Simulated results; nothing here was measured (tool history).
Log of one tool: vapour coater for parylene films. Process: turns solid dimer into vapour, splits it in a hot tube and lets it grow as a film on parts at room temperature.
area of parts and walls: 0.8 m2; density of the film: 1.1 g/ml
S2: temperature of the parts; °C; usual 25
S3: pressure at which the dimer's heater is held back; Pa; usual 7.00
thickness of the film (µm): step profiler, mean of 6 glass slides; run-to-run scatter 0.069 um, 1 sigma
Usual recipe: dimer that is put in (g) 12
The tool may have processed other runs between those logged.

run 1 hour=0.0 | dimer_that_is_put_in_(g)=12 S2=25 S3=7.00 | thickness_of_the_film_(µm)=8.00
run 2 hour=79.9 | dimer_that_is_put_in_(g)=12 S2=25 S3=7.00 | thickness_of_the_film_(µm)=7.81
run 3 hour=139.8 | dimer_that_is_put_in_(g)=12 S2=25 S3=7.00 | thickness_of_the_film_(µm)=7.94
run 4 hour=224.2 | dimer_that_is_put_in_(g)=12 S2=25 S3=5.80 | thickness_of_the_film_(µm)=8.04
run 5 hour=269.9 | dimer_that_is_put_in_(g)=12 S2=21 S3=5.80 | thickness_of_the_film_(µm)=9.66
run 6 hour=305.3 | dimer_that_is_put_in_(g)=12 S2=25 S3=7.00 | thickness_of_the_film_(µm)=7.49
run 7 hour=368.1 | dimer_that_is_put_in_(g)=12 S2=25 S3=7.00 | thickness_of_the_film_(µm)=7.62
-- hour=385.4 trap's valve overhauled
run 8 hour=442.7 | dimer_that_is_put_in_(g)=12 S2=25 S3=7.00 | thickness_of_the_film_(µm)=7.19
run 9 hour=509.7 | dimer_that_is_put_in_(g)=12 S2=25 S3=7.00 | thickness_of_the_film_(µm)=6.99
run 10 hour=558.6 | dimer_that_is_put_in_(g)=12 S2=25 S3=2.13 | thickness_of_the_film_(µm)=8.99
run 11 hour=626.1 | dimer_that_is_put_in_(g)=12 S2=25 S3=2.13 | thickness_of_the_film_(µm)=8.90
run 12 hour=677.1 | dimer_that_is_put_in_(g)=12 S2=25 S3=11.24 | thickness_of_the_film_(µm)=6.16
-- hour=711.2 trap's valve overhauled, once more
run 13 hour=753.8 | dimer_that_is_put_in_(g)=19 S2=36 S3=7.00 | thickness_of_the_film_(µm)=7.76
run 14 hour=837.9 | dimer_that_is_put_in_(g)=8 S2=34 S3=3.54 | thickness_of_the_film_(µm)=4.07
run 15 hour=904.7 | dimer_that_is_put_in_(g)=12 S2=25 S3=2.79 | thickness_of_the_film_(µm)=9.76
run 16 hour=980.4 | dimer_that_is_put_in_(g)=7 S2=32 S3=8.27 | thickness_of_the_film_(µm)=3.18
run 17 hour=1030.1 | dimer_that_is_put_in_(g)=7 S2=32 S3=8.27 | thickness_of_the_film_(µm)=3.17
run 18 hour=1076.7 | dimer_that_is_put_in_(g)=10 S2=18 S3=3.20 | thickness_of_the_film_(µm)=10.53
run 19 hour=1161.3 | dimer_that_is_put_in_(g)=7 S2=24 S3=7.35 | thickness_of_the_film_(µm)=4.55
run 20 hour=1209.0 | dimer_that_is_put_in_(g)=12 S2=37 S3=6.41 | thickness_of_the_film_(µm)=4.42
-- hour=1247.1 trap's valve overhauled
run 21 hour=1249.0 | dimer_that_is_put_in_(g)=12 S2=19 S3=9.35 | thickness_of_the_film_(µm)=10.07

Alternative continuations, all from the tool just after run 21; predict every row:
run A hour=1319.5 | dimer_that_is_put_in_(g)=12 S2=19 S3=2.66 | thickness_of_the_film_(µm)=?
run B hour=1319.5 | dimer_that_is_put_in_(g)=9 S2=28 S3=7.00 | thickness_of_the_film_(µm)=?
run C hour=1319.5 | dimer_that_is_put_in_(g)=12 S2=24 S3=5.87 | thickness_of_the_film_(µm)=?
run D hour=1319.5 | dimer_that_is_put_in_(g)=11 S2=26 S3=10.56 | thickness_of_the_film_(µm)=?

run=A thickness_of_the_film_(µm)=13.04
run=B thickness_of_the_film_(µm)=5.18
run=C thickness_of_the_film_(µm)=8.58
run=D thickness_of_the_film_(µm)=6.33
Stripped of hidden state, with their random variation kept, the same runs would have yielded:
run=A thickness_of_the_film_(µm)=13.49
run=B thickness_of_the_film_(µm)=5.43
run=C thickness_of_the_film_(µm)=8.99
run=D thickness_of_the_film_(µm)=6.63
